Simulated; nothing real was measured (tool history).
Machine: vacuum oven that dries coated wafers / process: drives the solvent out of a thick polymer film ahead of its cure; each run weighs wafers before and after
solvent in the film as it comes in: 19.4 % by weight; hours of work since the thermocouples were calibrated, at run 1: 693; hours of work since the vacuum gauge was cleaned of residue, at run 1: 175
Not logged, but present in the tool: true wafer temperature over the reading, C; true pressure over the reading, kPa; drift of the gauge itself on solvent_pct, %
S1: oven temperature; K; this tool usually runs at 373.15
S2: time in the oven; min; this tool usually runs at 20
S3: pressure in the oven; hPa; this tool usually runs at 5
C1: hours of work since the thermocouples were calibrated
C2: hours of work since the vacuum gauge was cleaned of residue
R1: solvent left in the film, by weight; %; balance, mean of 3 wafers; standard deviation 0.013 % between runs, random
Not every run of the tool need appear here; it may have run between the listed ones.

run 1 hour=0 | S1=373.15 S2=20 S3=5 | C1=693 C2=175 | R1=3.77
run 2 hour=11.8 | S1=373.15 S2=20 S3=5 | C1=702 C2=183 | R1=3.77
-- hour=21.9 oven's thermocouples calibrated
run 3 hour=25.3 | S1=373.15 S2=20 S3=5 | C1=3 C2=192 | R1=3.98
run 4 hour=34.2 | S1=373.15 S2=20 S3=5 | C1=9 C2=199 | R1=3.97
run 5 hour=44.2 | S1=373.15 S2=20 S3=5 | C1=17 C2=206 | R1=3.96
run 6 hour=51.9 | S1=373.15 S2=20 S3=5 | C1=22 C2=212 | R1=3.98
run 7 hour=64.8 | S1=373.15 S2=20 S3=8.84 | C1=32 C2=222 | R1=4.44
run 8 hour=74.7 | S1=373.15 S2=20 S3=5 | C1=40 C2=229 | R1=3.98
run 9 hour=83.7 | S1=373.15 S2=20 S3=5 | C1=46 C2=236 | R1=3.97
run 10 hour=92.7 | S1=373.15 S2=20 S3=5 | C1=53 C2=243 | R1=3.97
run 11 hour=100.8 | S1=373.15 S2=20 S3=5 | C1=59 C2=249 | R1=3.96
run 12 hour=110.1 | S1=373.15 S2=20 S3=4.13 | C1=66 C2=256 | R1=3.86
run 13 hour=122.8 | S1=373.15 S2=14 S3=4.13 | C1=76 C2=265 | R1=5.74
run 14 hour=130.7 | S1=373.15 S2=14 S3=4.13 | C1=82 C2=271 | R1=5.79
run 15 hour=144.7 | S1=373.15 S2=14 S3=4.39 | C1=92 C2=282 | R1=5.78
run 16 hour=156.6 | S1=373.15 S2=11 S3=4.39 | C1=101 C2=291 | R1=7.12
run 17 hour=167.5 | S1=383.15 S2=20 S3=10.22 | C1=109 C2=299 | R1=1.78
run 18 hour=178.7 | S1=373.15 S2=27 S3=5 | C1=118 C2=307 | R1=2.61
run 19 hour=188.3 | S1=385.15 S2=27 S3=10.44 | C1=125 C2=314 | R1=1.17
run 20 hour=201.6 | S1=377.15 S2=16 S3=17.62 | C1=135 C2=324 | R1=4.95
run 21 hour=214.1 | S1=384.15 S2=26 S3=13.58 | C1=144 C2=334 | R1=1.59
run 22 hour=225.7 | S1=384.15 S2=20 S3=3.69 | C1=153 C2=343 | R1=0.99
run 23 hour=238.4 | S1=373.15 S2=13 S3=8.86 | C1=162 C2=352 | R1=6.61
run 24 hour=249.1 | S1=373.15 S2=13 S3=8.86 | C1=171 C2=360 | R1=6.62

What differs in the tool's unlogged condition from the final listed run ahead of each entry between runs to the first listed run following it?
Runs 2 to 3: oven's thermocouples calibrated (hour 21.9)
  true wafer temperature over the reading, C: 0.94 -> 0.36; true pressure over the reading, kPa: 0.034 -> 0.036
  the result without the hidden state subtracted from the measured one, R1: -0.3 -> -0.09 %
